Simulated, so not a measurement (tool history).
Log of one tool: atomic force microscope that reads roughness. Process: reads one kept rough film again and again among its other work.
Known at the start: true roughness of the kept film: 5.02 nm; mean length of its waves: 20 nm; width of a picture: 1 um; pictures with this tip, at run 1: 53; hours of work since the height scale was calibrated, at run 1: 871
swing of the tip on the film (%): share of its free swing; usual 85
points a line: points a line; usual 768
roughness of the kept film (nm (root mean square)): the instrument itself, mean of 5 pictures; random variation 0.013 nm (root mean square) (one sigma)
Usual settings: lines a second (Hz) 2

run	hour	lines a second (Hz)	swing of the tip on the film (%)	points a line	pictures with this tip	hours of work since the height scale was calibrated	roughness of the kept film (nm (root mean square))
1	0	2	85	768	53	871	2.755
2	37	0.76	85	768	88	892	2.887
3	67	0.76	85	768	117	909	2.717
4	89.2	2	85	768	139	922	2.215
5	111.3	3.45	85	768	160	934	1.851
# hour 125.4: new tip fitted
6	149	3.45	85	768	23	955	2.529
7	185.8	3.45	85	768	59	976	2.32
8	223.5	3.45	85	768	95	997	2.092
9	239.6	3.45	85	768	111	1006	2.019
10	273.9	2	71	768	144	1025	2.454
# hour 304.5: new tip fitted
11	312.8	2	61	768	8	1047	3.614
12	337.2	2	85	768	32	1061	2.864
13	360.3	2	85	768	54	1074	2.709
14	386.1	2	85	768	79	1088	2.547
15	405.3	0.69	85	768	97	1099	2.831
16	431	0.69	85	768	122	1114	2.683
17	466.2	0.69	85	768	156	1133	2.514
# hour 485.1: new tip fitted
18	496.2	0.69	85	768	11	1150	3.516
19	531.9	2	85	340	45	1170	2.72
20	564.4	2	85	768	77	1188	2.549
21	586.5	2	85	768	98	1201	2.422
22	613	2	85	768	124	1216	2.272
23	629.4	2	85	265	140	1225	2.148
24	647.8	0.93	85	315	157	1235	2.368
# hour 664.5: new tip fitted
25	675.6	2.14	57	697	11	1251	3.639
26	709	2.14	57	697	43	1270	3.368
27	732	2.14	57	697	65	1282	3.181
28	763.4	2.14	62	475	96	1300	2.863
29	796.7	0.77	57	660	128	1319	2.79
30	814.5	1.26	57	310	145	1329	2.608
# hour 844.5: new tip fitted
31	850	3.98	57	310	6	1349	3.441
32	875	3.98	64	551	30	1363	3.092
33	898.8	0.56	85	478	53	1376	3.206
34	934.5	1.06	86	478	87	1396	2.756
35	966.5	1.06	86	478	118	1414	2.552
36	985.5	1.95	56	478	137	1425	2.688
37	1005.2	0.83	86	768	156	1436	2.411
# hour 1025.2: new tip fitted
38	1028.6	0.66	67	312	3	1449	3.744
39	1059.2	0.6	85	305	32	1466	3.319
40	1087.2	1.64	82	697	60	1482	2.857
41	1118.1	1.64	82	697	89	1499	2.637
42	1140.6	2	85	394	111	1512	2.331
43	1171.8	2	85	394	141	1530	2.195
# hour 1206.5: new tip fitted
44	1208	2	85	394	2	1550	3.055

Forecast each of these 4 alternatives for the next run:
A	1224.4	1.39	70	476	18	1559	?
B	1224.4	0.77	57	464	18	1559	?
C	1224.4	2.5	61	305	18	1559	?
D	1224.4	1.13	76	809	18	1559	?

run	roughness of the kept film (nm (root mean square))
A	3.458
B	3.656
C	3.378
D	3.465
Without the tool's hidden state the same runs would have given:
run	roughness of the kept film (nm (root mean square))
A	3.673
B	3.883
C	3.587
D	3.681
